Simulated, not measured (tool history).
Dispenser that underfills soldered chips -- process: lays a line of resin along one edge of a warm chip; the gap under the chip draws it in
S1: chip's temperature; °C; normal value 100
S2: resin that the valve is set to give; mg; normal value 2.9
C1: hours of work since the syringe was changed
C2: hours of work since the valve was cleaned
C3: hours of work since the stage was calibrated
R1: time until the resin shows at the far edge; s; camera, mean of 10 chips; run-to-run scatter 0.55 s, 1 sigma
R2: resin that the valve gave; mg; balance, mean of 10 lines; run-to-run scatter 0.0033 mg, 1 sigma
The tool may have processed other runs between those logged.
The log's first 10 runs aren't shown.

| run | hour | S1 | S2 | C1 | C2 | C3 | R1 | R2 |
|---|---|---|---|---|---|---|---|---|
|  | 37.6 | new syringe of resin |
| 11 | 38.2 | 106 | 2.9 | 0 | 33 | 109 | 40.5 | 2.832 |
| 12 | 40.2 | 98 | 2.9 | 2 | 35 | 110 | 54.9 | 2.831 |
| 13 | 43.8 | 98 | 2.9 | 4 | 37 | 112 | 62.1 | 2.821 |
| 14 | 47.8 | 100 | 2.98 | 7 | 40 | 115 | 69.6 | 2.901 |
|  | 48.4 | new syringe of resin |
|  | 52.5 | dispensing valve cleaned and set on the balance |
| 15 | 52.6 | 112 | 2.9 | 2 | 0 | 117 | 36.2 | 2.902 |
| 16 | 56.8 | 112 | 2.9 | 5 | 3 | 120 | 43.2 | 2.904 |
|  | 59.9 | new syringe of resin |
| 17 | 60.3 | 100 | 2.9 | 0 | 5 | 122 | 48.1 | 2.9 |
| 18 | 62.5 | 100 | 2.9 | 2 | 6 | 124 | 52.5 | 2.9 |
| 19 | 66.2 | 104 | 2.9 | 4 | 9 | 126 | 52.5 | 2.886 |
| 20 | 68.3 | 109 | 3.07 | 6 | 10 | 127 | 49.9 | 3.059 |
|  | 70.6 | new syringe of resin |
| 21 | 72.3 | 109 | 3.07 | 1 | 13 | 130 | 37.7 | 3.051 |
| 22 | 76.8 | 100 | 3 | 4 | 16 | 133 | 59.8 | 2.977 |
| 23 | 79 | 88 | 3.1 | 6 | 17 | 134 | 94.3 | 3.08 |
|  | 81.4 | new syringe of resin |
| 24 | 82.8 | 88 | 3.1 | 1 | 20 | 137 | 71.3 | 3.071 |
| 25 | 86.8 | 112 | 3.1 | 4 | 22 | 139 | 38.9 | 3.064 |
| 26 | 89.5 | 112 | 3.05 | 5 | 24 | 141 | 43.7 | 3.011 |
|  | 92 | new syringe of resin |
| 27 | 93.1 | 112 | 2.89 | 1 | 26 | 143 | 34.4 | 2.86 |
| 28 | 97.6 | 105 | 3.26 | 4 | 29 | 146 | 49.8 | 3.217 |
| 29 | 100 | 92 | 2.86 | 5 | 31 | 148 | 81.4 | 2.807 |
|  | 102.7 | new syringe of resin |
| 30 | 102.7 | 92 | 2.86 | 0 | 32 | 150 | 61.6 | 2.812 |

Estimate the outcome of run 31 from the log above:
| 31 | 105.7 | 100 | 3.63 | 2 | 34 | 152 | ? | ? |

{"run 31": {"R1": 51.5, "R2": 3.562}}
With no hidden state in the tool, this same run would have given R1 44.1 s, R2 3.628 mg.

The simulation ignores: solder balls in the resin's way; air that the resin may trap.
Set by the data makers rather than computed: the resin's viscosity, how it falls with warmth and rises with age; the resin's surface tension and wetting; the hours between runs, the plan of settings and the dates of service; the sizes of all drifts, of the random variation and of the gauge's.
